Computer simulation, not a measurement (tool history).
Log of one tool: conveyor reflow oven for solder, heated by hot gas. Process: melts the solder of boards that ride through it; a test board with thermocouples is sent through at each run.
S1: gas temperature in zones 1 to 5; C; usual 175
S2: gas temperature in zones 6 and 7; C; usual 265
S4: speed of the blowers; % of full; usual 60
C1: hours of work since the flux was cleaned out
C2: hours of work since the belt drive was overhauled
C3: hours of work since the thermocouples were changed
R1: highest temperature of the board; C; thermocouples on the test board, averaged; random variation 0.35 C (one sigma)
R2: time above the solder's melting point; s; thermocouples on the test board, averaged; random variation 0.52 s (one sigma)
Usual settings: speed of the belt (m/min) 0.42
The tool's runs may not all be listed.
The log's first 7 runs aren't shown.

Run 8, day 2.792: usual settings but S1 187 C, S4 59 % of full; C1 151; C2 400; C3 126. Result: R1 250.4 C, R2 80.6 s.
Run 9, day 3.321: usual settings; C1 157; C2 406; C3 131. Result: R1 248.5 C, R2 70.8 s.
Run 10, day 3.725: usual settings; C1 162; C2 410; C3 136. Result: R1 248.6 C, R2 70.9 s.
Run 11, day 3.958: usual settings; C1 164; C2 413; C3 139. Result: R1 248.9 C, R2 72.2 s.
Run 12, day 4.267: usual settings but S4 52 % of full; C1 168; C2 416; C3 142. Result: R1 245.9 C, R2 67.3 s.
Run 13, day 4.804: usual settings but S4 52 % of full; C1 174; C2 422; C3 148. Result: R1 245.7 C, R2 67.7 s.
Run 14, day 5.042: usual settings; C1 176; C2 425; C3 151. Result: R1 248.4 C, R2 71.3 s.
Run 15, day 5.417: usual settings; C1 181; C2 429; C3 155. Result: R1 248.5 C, R2 71.6 s.
Run 16, day 5.738: usual settings; C1 184; C2 433; C3 158. Result: R1 248.3 C, R2 71.6 s.
Run 17, day 6.242: usual settings; C1 190; C2 438; C3 164. Result: R1 249.3 C, R2 71.9 s.
Run 18, day 6.729: usual settings but S1 178 C, speed of the belt (m/min) 0.49, S4 62 % of full; C1 195; C2 444; C3 169. Result: R1 244.9 C, R2 56.2 s.
Run 19, day 7.033: usual settings but S1 178 C, speed of the belt (m/min) 0.49, S4 62 % of full; C1 199; C2 447; C3 173. Result: R1 244.3 C, R2 56.4 s.
Run 20, day 7.329: usual settings but S1 183 C, S4 69 % of full; C1 202; C2 450; C3 176. Result: R1 251.4 C, R2 79.7 s.
Run 21, day 7.771: usual settings but S4 73 % of full; C1 207; C2 455; C3 181. Result: R1 251.3 C, R2 75.5 s.
Run 22, day 8.262: usual settings but S4 58 % of full; C1 212; C2 461; C3 186. Result: R1 248.6 C, R2 69.5 s.
Run 23, day 8.496: usual settings but S4 58 % of full; C1 215; C2 463; C3 189. Result: R1 248.5 C, R2 71.4 s.
Run 24, day 8.792: usual settings but S2 268 C, speed of the belt (m/min) 0.487, S4 90 % of full; C1 218; C2 467; C3 192. Result: R1 253.1 C, R2 66.4 s.
Run 25, day 9.283: usual settings but S2 268 C, speed of the belt (m/min) 0.487, S4 90 % of full; C1 223; C2 472; C3 198. Result: R1 252.9 C, R2 66.6 s.
Run 26, day 9.758: usual settings but S2 262 C; C1 229; C2 477; C3 203. Result: R1 245.8 C, R2 68.4 s.
Run 27, day 10.262: usual settings but S1 185 C, S2 277 C, speed of the belt (m/min) 0.386, S4 51 % of full; C1 234; C2 483; C3 209. Result: R1 261.3 C, R2 95.3 s.
Run 28, day 10.621: usual settings but S1 187 C, speed of the belt (m/min) 0.411, S4 62 % of full; C1 238; C2 487; C3 213. Result: R1 251.6 C, R2 82.5 s.
Run 29, day 10.917: usual settings but S1 168 C, S2 279 C, speed of the belt (m/min) 0.357, S4 62 % of full; C1 242; C2 490; C3 216. Result: R1 265.3 C, R2 99 s.
Run 30, day 11.321: usual settings but S1 168 C, S2 279 C, speed of the belt (m/min) 0.357, S4 62 % of full; C1 246; C2 495; C3 220. Result: R1 265.9 C, R2 99.7 s.

3 ways to go on from here, each from the tool as it stands after run 30. What would each give?
Run A, day 11.675: usual settings but S4 82 % of full; C1 250; C2 499; C3 224. Result: R1 ?, R2 ?.
Run B, day 11.675: usual settings but S1 180 C, S2 254 C, speed of the belt (m/min) 0.449; C1 250; C2 499; C3 224. Result: R1 ?, R2 ?.
Run C, day 11.675: usual settings but S1 177 C; C1 250; C2 499; C3 224. Result: R1 ?, R2 ?.

run     R1    R2
  A  253.3  78.3
  B  237.5  56.2
  C  248.5  72.5
Without the tool's hidden state the same runs would have given:
run     R1    R2
  A  253.4  78.4
  B  237.5  56.3
  C  248.5  72.6
